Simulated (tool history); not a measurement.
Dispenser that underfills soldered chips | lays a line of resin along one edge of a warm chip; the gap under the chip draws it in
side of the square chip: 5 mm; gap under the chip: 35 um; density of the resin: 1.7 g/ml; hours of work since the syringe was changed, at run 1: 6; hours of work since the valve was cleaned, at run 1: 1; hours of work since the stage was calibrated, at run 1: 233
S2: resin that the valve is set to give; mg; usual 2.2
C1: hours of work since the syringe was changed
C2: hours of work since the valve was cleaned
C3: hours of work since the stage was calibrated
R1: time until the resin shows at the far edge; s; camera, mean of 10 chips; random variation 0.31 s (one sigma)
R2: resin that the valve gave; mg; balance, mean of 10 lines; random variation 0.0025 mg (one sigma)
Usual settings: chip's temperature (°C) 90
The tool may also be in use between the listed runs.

{"run": 1, "hour": 0.0, "chip's temperature (°C)": 90, "S2": 2.2, "C1": 6, "C2": 1, "C3": 233, "R1": 11.7, "R2": 2.206}
{"hour": 7.5, "done": "new syringe of resin"}
{"run": 2, "hour": 10.5, "chip's temperature (°C)": 90, "S2": 2.2, "C1": 2, "C2": 9, "C3": 241, "R1": 10.5, "R2": 2.197}
{"hour": 22.6, "done": "new syringe of resin"}
{"run": 3, "hour": 27.9, "chip's temperature (°C)": 90, "S2": 2.2, "C1": 4, "C2": 22, "C3": 255, "R1": 11.6, "R2": 2.189}
{"hour": 36.9, "done": "new syringe of resin"}
{"run": 4, "hour": 38.5, "chip's temperature (°C)": 93, "S2": 2.2, "C1": 1, "C2": 30, "C3": 263, "R1": 9.1, "R2": 2.178}
{"hour": 51.4, "done": "new syringe of resin"}
{"run": 5, "hour": 53.9, "chip's temperature (°C)": 93, "S2": 2.39, "C1": 2, "C2": 42, "C3": 275, "R1": 10.1, "R2": 2.362}
{"run": 6, "hour": 61.8, "chip's temperature (°C)": 90, "S2": 2.2, "C1": 8, "C2": 48, "C3": 281, "R1": 13.5, "R2": 2.168}
{"hour": 65.6, "done": "new syringe of resin"}
{"hour": 75.3, "done": "dispensing valve cleaned and set on the balance"}
{"run": 7, "hour": 77.3, "chip's temperature (°C)": 90, "S2": 2.2, "C1": 8, "C2": 2, "C3": 292, "R1": 13.1, "R2": 2.197}
{"hour": 81.1, "done": "new syringe of resin"}
{"hour": 94.8, "done": "new syringe of resin"}
{"run": 8, "hour": 94.8, "chip's temperature (°C)": 90, "S2": 2.2, "C1": 0, "C2": 15, "C3": 306, "R1": 10.2, "R2": 2.193}
{"run": 9, "hour": 103.7, "chip's temperature (°C)": 100, "S2": 2.75, "C1": 7, "C2": 22, "C3": 313, "R1": 9.4, "R2": 2.728}
{"hour": 109.3, "done": "new syringe of resin"}
{"run": 10, "hour": 112.4, "chip's temperature (°C)": 90, "S2": 2.39, "C1": 2, "C2": 29, "C3": 319, "R1": 11, "R2": 2.367}

The next listed run, before its measurement:
{"run": 11, "hour": 122.6, "chip's temperature (°C)": 90, "S2": 2.39, "C1": 11, "C2": 37, "C3": 328, "R1": "?", "R2": "?"}

{"run 11": {"R1": 14.1, "R2": 2.364}}
Without the tool's hidden state the same run would have given R1 9.5 s, R2 2.393 mg.
